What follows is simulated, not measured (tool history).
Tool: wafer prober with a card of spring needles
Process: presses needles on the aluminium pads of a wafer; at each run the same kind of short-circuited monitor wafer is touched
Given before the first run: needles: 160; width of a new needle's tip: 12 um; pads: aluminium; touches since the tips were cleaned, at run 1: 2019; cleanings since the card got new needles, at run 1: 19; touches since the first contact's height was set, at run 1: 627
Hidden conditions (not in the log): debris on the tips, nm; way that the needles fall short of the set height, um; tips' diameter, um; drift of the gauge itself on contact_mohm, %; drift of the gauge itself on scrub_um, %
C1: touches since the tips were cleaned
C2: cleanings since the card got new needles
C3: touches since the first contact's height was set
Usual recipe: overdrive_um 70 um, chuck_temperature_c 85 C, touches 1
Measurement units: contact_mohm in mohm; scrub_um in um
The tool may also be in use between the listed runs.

Run 1, hour 0: usual settings; C1 2019; C2 19; C3 627. Result: contact_mohm 261 mohm, scrub_um 13.64 um.
At hour 5.2: tips cleaned on abrasive film.
Run 2, hour 9: usual settings; C1 636; C2 20; C3 2115. Result: contact_mohm 259 mohm, scrub_um 13.67 um.
Run 3, hour 14.7: usual settings; C1 1595; C2 20; C3 3074. Result: contact_mohm 262 mohm, scrub_um 13.67 um.
At hour 22.4: tips cleaned on abrasive film.
Run 4, hour 22.9: usual settings but chuck_temperature_c 42 C; C1 85; C2 21; C3 4425. Result: contact_mohm 247 mohm, scrub_um 13.72 um.
Run 5, hour 32.5: usual settings but chuck_temperature_c 100 C; C1 1687; C2 21; C3 6027. Result: contact_mohm 260 mohm, scrub_um 13.73 um.
Run 6, hour 39: usual settings but chuck_temperature_c 100 C; C1 2774; C2 21; C3 7114. Result: contact_mohm 267 mohm, scrub_um 13.68 um.
At hour 39.8: tips cleaned on abrasive film.
Run 7, hour 46.8: usual settings but chuck_temperature_c 100 C; C1 1177; C2 22; C3 8410. Result: contact_mohm 261 mohm, scrub_um 13.78 um.
At hour 56.8: tips cleaned on abrasive film.
Run 8, hour 57.2: usual settings but chuck_temperature_c 100 C; C1 71; C2 23; C3 10129. Result: contact_mohm 264 mohm, scrub_um 13.82 um.
Run 9, hour 66.1: usual settings but chuck_temperature_c 100 C; C1 1556; C2 23; C3 11614. Result: contact_mohm 264 mohm, scrub_um 13.85 um.
At hour 73.6: tips cleaned on abrasive film.
Run 10, hour 76.3: usual settings; C1 457; C2 24; C3 13303. Result: contact_mohm 258 mohm, scrub_um 13.86 um.
Run 11, hour 83.9: usual settings; C1 1729; C2 24; C3 14575. Result: contact_mohm 259 mohm, scrub_um 13.8 um.
At hour 90.6: tips cleaned on abrasive film.
Run 12, hour 91.3: usual settings; C1 112; C2 25; C3 15795. Result: contact_mohm 257 mohm, scrub_um 13.83 um.
Run 13, hour 102: usual settings but chuck_temperature_c 120 C; C1 1909; C2 25; C3 17592. Result: contact_mohm 267 mohm, scrub_um 13.96 um.
At hour 104.1: gauge calibrated.
At hour 108.3: tips cleaned on abrasive film.
Run 14, hour 110.2: usual settings but chuck_temperature_c 89 C; C1 310; C2 26; C3 18933. Result: contact_mohm 258 mohm, scrub_um 13.55 um.
Run 15, hour 115.9: usual settings but chuck_temperature_c 89 C; C1 1270; C2 26; C3 19893. Result: contact_mohm 261 mohm, scrub_um 13.68 um.
Run 16, hour 123.7: usual settings but chuck_temperature_c 89 C; C1 2576; C2 26; C3 21199. Result: contact_mohm 255 mohm, scrub_um 13.79 um.
At hour 125.1: tips cleaned on abrasive film.
Run 17, hour 129.5: usual settings; C1 739; C2 27; C3 22155. Result: contact_mohm 258 mohm, scrub_um 13.68 um.
Run 18, hour 133.9: usual settings but overdrive_um 83 um, chuck_temperature_c 47 C, touches 2; C1 1475; C2 27; C3 22891. Result: contact_mohm 248 mohm, scrub_um 16.16 um.
Run 19, hour 140.8: usual settings but overdrive_um 53 um, chuck_temperature_c 47 C, touches 2; C1 2619; C2 27; C3 24035. Result: contact_mohm 248 mohm, scrub_um 10.41 um.
At hour 142.5: tips cleaned on abrasive film.
Run 20, hour 145.5: usual settings but overdrive_um 53 um, chuck_temperature_c 47 C, touches 2; C1 507; C2 28; C3 24816. Result: contact_mohm 247 mohm, scrub_um 10.38 um.
Run 21, hour 154.8: usual settings but overdrive_um 57 um, chuck_temperature_c 124 C, touches 2; C1 2063; C2 28; C3 26372. Result: contact_mohm 269 mohm, scrub_um 11.23 um.
At hour 159.3: tips cleaned on abrasive film.
Run 22, hour 164.9: usual settings but overdrive_um 57 um, chuck_temperature_c 76 C, touches 2; C1 937; C2 29; C3 28046. Result: contact_mohm 258 mohm, scrub_um 11.23 um.
Run 23, hour 172.2: usual settings but overdrive_um 57 um, chuck_temperature_c 92 C, touches 3; C1 2153; C2 29; C3 29262. Result: contact_mohm 264 mohm, scrub_um 11.21 um.
At hour 176.6: tips cleaned on abrasive film.
Run 24, hour 180.6: usual settings but overdrive_um 57 um, chuck_temperature_c 92 C, touches 3; C1 665; C2 30; C3 30643. Result: contact_mohm 258 mohm, scrub_um 11.25 um.
Run 25, hour 186.4: usual settings but overdrive_um 56 um; C1 1638; C2 30; C3 31616. Result: contact_mohm 261 mohm, scrub_um 11.1 um.
At hour 193.5: tips cleaned on abrasive film.
Run 26, hour 195.6: usual settings but overdrive_um 50 um, chuck_temperature_c 37 C; C1 348; C2 31; C3 33147. Result: contact_mohm 250 mohm, scrub_um 9.85 um.
Run 27, hour 204.7: usual settings but overdrive_um 86 um, chuck_temperature_c 37 C; C1 1869; C2 31; C3 34668. Result: contact_mohm 243 mohm, scrub_um 17.17 um.
At hour 211.1: tips cleaned on abrasive film.
Run 28, hour 212.3: usual settings but overdrive_um 86 um, chuck_temperature_c 37 C; C1 205; C2 32; C3 35919. Result: contact_mohm 242 mohm, scrub_um 17.08 um.
Run 29, hour 220.2: usual settings but overdrive_um 52 um, touches 2; C1 1526; C2 32; C3 37240. Result: contact_mohm 261 mohm, scrub_um 10.31 um.
Run 30, hour 226: usual settings but overdrive_um 69 um, chuck_temperature_c 51 C, touches 2; C1 2492; C2 32; C3 38206. Result: contact_mohm 247 mohm, scrub_um 13.75 um.
At hour 228.2: tips cleaned on abrasive film.
Run 31, hour 233.6: usual settings but overdrive_um 69 um, chuck_temperature_c 51 C, touches 2; C1 895; C2 33; C3 39457. Result: contact_mohm 250 mohm, scrub_um 13.77 um.
Run 32, hour 238: usual settings but overdrive_um 84 um, chuck_temperature_c 67 C, touches 2; C1 1630; C2 33; C3 40192. Result: contact_mohm 250 mohm, scrub_um 16.8 um.
Run 33, hour 243.8: usual settings but chuck_temperature_c 61 C; C1 2605; C2 33; C3 41167. Result: contact_mohm 255 mohm, scrub_um 14.05 um.

Branching from run 33: 5 alternative next runs. What would each branch give?
At hour 245.6: tips cleaned on abrasive film.
Run A, hour 249.5: usual settings but chuck_temperature_c 61 C, touches 2; C1 652; C2 34; C3 42105. Result: contact_mohm ?, scrub_um ?.
At hour 245.6: tips cleaned on abrasive film.
Run B, hour 249.5: usual settings but overdrive_um 85 um, chuck_temperature_c 78 C; C1 652; C2 34; C3 42105. Result: contact_mohm ?, scrub_um ?.
At hour 245.6: tips cleaned on abrasive film.
Run C, hour 249.5: usual settings but chuck_temperature_c 68 C; C1 652; C2 34; C3 42105. Result: contact_mohm ?, scrub_um ?.
At hour 245.6: tips cleaned on abrasive film.
Run D, hour 249.5: usual settings but overdrive_um 52 um, chuck_temperature_c 55 C, touches 2; C1 652; C2 34; C3 42105. Result: contact_mohm ?, scrub_um ?.
At hour 245.6: tips cleaned on abrasive film.
Run E, hour 249.5: usual settings but overdrive_um 80 um, chuck_temperature_c 68 C; C1 652; C2 34; C3 42105. Result: contact_mohm ?, scrub_um ?.

run  contact_mohm  scrub_um
  A           252     14.07
  B           256     17.11
  C           251     14.01
  D           253     10.33
  E           255     15.99
Had the tool no hidden state, the same runs would have come out as:
run  contact_mohm  scrub_um
  A           252     13.66
  B           256     16.61
  C           251      13.6
  D           253     10.03
  E           255     15.53
